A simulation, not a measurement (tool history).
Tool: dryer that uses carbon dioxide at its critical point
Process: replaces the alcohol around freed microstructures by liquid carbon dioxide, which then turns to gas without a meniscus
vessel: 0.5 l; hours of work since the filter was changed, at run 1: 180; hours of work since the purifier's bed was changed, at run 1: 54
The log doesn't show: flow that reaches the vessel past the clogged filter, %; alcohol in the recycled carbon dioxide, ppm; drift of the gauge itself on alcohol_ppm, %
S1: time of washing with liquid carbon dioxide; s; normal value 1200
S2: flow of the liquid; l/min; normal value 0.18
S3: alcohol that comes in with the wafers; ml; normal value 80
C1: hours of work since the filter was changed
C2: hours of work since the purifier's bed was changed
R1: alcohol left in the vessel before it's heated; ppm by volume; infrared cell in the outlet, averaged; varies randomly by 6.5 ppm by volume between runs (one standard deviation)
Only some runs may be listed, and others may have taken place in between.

Run 1, day 0: usual settings; C1 180; C2 54. Result: R1 395 ppm by volume.
Run 2, day 0.188: usual settings but S1 900 s; C1 183; C2 57. Result: R1 1775 ppm by volume.
Run 3, day 0.512: usual settings but S1 900 s; C1 188; C2 62. Result: R1 1738 ppm by volume.
Run 4, day 0.846: usual settings but S1 900 s; C1 193; C2 67. Result: R1 1765 ppm by volume.
Run 5, day 1.188: usual settings but S1 720 s; C1 198; C2 72. Result: R1 4405 ppm by volume.
Run 6, day 1.467: usual settings but S2 0.269 l/min; C1 202; C2 76. Result: R1 27 ppm by volume.
Run 7, day 1.825: usual settings but S2 0.269 l/min; C1 207; C2 81. Result: R1 32 ppm by volume.
Run 8, day 2.138: usual settings but S2 0.269 l/min; C1 212; C2 86. Result: R1 25 ppm by volume.
Run 9, day 2.392: usual settings but S2 0.269 l/min; C1 215; C2 89. Result: R1 27 ppm by volume.
Run 10, day 2.767: usual settings but S1 1740 s; C1 221; C2 95. Result: R1 55 ppm by volume.
Run 11, day 3.171: usual settings but S1 1800 s, S3 100 ml; C1 227; C2 101. Result: R1 49 ppm by volume.
Run 12, day 3.4: usual settings but S1 1800 s, S2 0.138 l/min; C1 230; C2 104. Result: R1 215 ppm by volume.
Run 13, day 3.633: usual settings but S1 1800 s, S2 0.138 l/min; C1 233; C2 107. Result: R1 213 ppm by volume.
Run 14, day 3.908: usual settings but S1 1800 s, S2 0.138 l/min; C1 237; C2 111. Result: R1 215 ppm by volume.
Run 15, day 4.175: usual settings but S1 1080 s, S2 0.27 l/min, S3 89 ml; C1 241; C2 115. Result: R1 65 ppm by volume.
Run 16, day 4.417: usual settings but S1 1080 s, S2 0.27 l/min, S3 89 ml; C1 245; C2 119. Result: R1 62 ppm by volume.
Run 17, day 4.683: usual settings but S1 840 s, S2 0.151 l/min, S3 28 ml; C1 249; C2 123. Result: R1 1811 ppm by volume.
Run 18, day 5.054: usual settings but S1 840 s, S2 0.128 l/min, S3 28 ml; C1 254; C2 128. Result: R1 3227 ppm by volume.

Here are 4 independent what-if runs from the current tool condition. What would each one return?
Run A, day 5.417: usual settings but S1 840 s, S2 0.129 l/min, S3 70 ml; C1 259; C2 133. Result: R1 ?.
Run B, day 5.417: usual settings but S2 0.172 l/min; C1 259; C2 133. Result: R1 ?.
Run C, day 5.417: usual settings but S1 1920 s, S2 0.201 l/min, S3 28 ml; C1 259; C2 133. Result: R1 ?.
Run D, day 5.417: usual settings but S1 780 s, S2 0.206 l/min, S3 28 ml; C1 259; C2 133. Result: R1 ?.

run    R1
  A  7762
  B   608
  C    23
  D   678
With the hidden condition removed and each run's random variation left untouched, the same runs would have given:
run    R1
  A  6165
  B   381
  C     8
  D   466
